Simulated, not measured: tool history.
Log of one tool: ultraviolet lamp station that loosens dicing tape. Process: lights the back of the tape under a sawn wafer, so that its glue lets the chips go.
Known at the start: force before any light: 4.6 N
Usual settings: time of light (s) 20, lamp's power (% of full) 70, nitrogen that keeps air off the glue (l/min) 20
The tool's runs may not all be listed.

run	hour	time of light (s)	lamp's power (% of full)	nitrogen that keeps air off the glue (l/min)	force that peels the tape off (N)	light that reached the tape (J/m2)
1	0.0	20	70	20	0.341	2440
2	47.3	20	70	20	0.359	2400
3	142.6	20	70	10	0.551	2400
4	219.9	20	91	20	0.265	3040
5	296.8	20	91	20	0.275	2920
6	377.2	20	91	20	0.257	2870
7	439.2	20	91	20	0.281	2860
8	524.8	20	91	20	0.287	2770
9	606.8	17	70	20	0.540	1800
10	655.7	11	70	20	1.023	1150
11	741.0	20	70	15	0.551	1980
12	828.9	20	70	20	0.473	1970
13	905.1	20	70	20	0.507	1900
14	994.6	20	70	20	0.520	1920
15	1046.5	20	70	20	0.522	1840
16	1137.8	20	70	20	0.286	2790
17	1200.6	20	75	20	0.258	2930
18	1265.4	20	75	20	0.278	2890
19	1339.3	20	75	20	0.281	2840
20	1424.7	20	75	20	0.283	2780
21	1501.4	21	70	20	0.310	2690
22	1581.2	26	70	23	0.246	3280
23	1666.1	26	70	23	0.239	3200
24	1760.4	26	70	23	0.247	3160
25	1807.5	26	70	23	0.251	3140
26	1861.6	16	61	35	0.449	1680
27	1907.2	17	60	8	1.070	1720
28	1977.9	18	86	8	0.586	2560
29	2037.5	33	70	20	0.217	3770
30	2125.2	33	70	20	0.226	3660
31	2202.0	20	63	15	0.542	1950
32	2262.2	13	70	36	0.530	1540
33	2310.8	11	71	21	0.886	1280
34	2407.2	20	75	20	0.350	2380
35	2458.0	20	75	11	0.562	2380
36	2498.9	13	93	20	0.518	1860
37	2591.5	13	93	20	0.502	1840
38	2684.0	20	72	27	0.339	2140
39	2741.3	24	72	23	0.306	2540
40	2804.9	24	69	10	0.555	2350
41	2862.8	24	69	10	0.567	2350
42	2909.2	24	69	10	0.355	3160

Not shown: 5 entries that the log had between the listed runs. Between which runs, and how does the tool's hidden state differ before and after?
Between runs 10 and 11: window cleaned of glue's vapour (hour 711.3)
  lamp's light, % of a new lamp's: 78.4 -> 77; light that the window lets through, % of a clean one's: 93.8 -> 92.1
  measured less the result without the state, force that peels the tape off (N): +0.364 -> +0.226; light that reached the tape (J/m2): -420 -> -820
Between runs 15 and 16: window cleaned of glue's vapour, once more (hour 1063.6); lamp changed (hour 1118.3)
  lamp's light, % of a new lamp's: 72.4 -> 99.5; light that the window lets through, % of a clean one's: 90.6 -> 98.3
  measured less the result without the state, force that peels the tape off (N): +0.241 -> +0.007; light that reached the tape (J/m2): -970 -> -60
Between runs 31 and 32: window cleaned of glue's vapour (hour 2239.0)
  lamp's light, % of a new lamp's: 83.3 -> 82.4; light that the window lets through, % of a clean one's: 92.9 -> 98.7
  measured less the result without the state, force that peels the tape off (N): +0.180 -> +0.145; light that reached the tape (J/m2): -570 -> -340
Between runs 41 and 42: lamp changed (hour 2878.1)
  lamp's light, % of a new lamp's: 73.4 -> 99; light that the window lets through, % of a clean one's: 95.6 -> 95.4
  measured less the result without the state, force that peels the tape off (N): +0.240 -> +0.028; light that reached the tape (J/m2): -990 -> -190
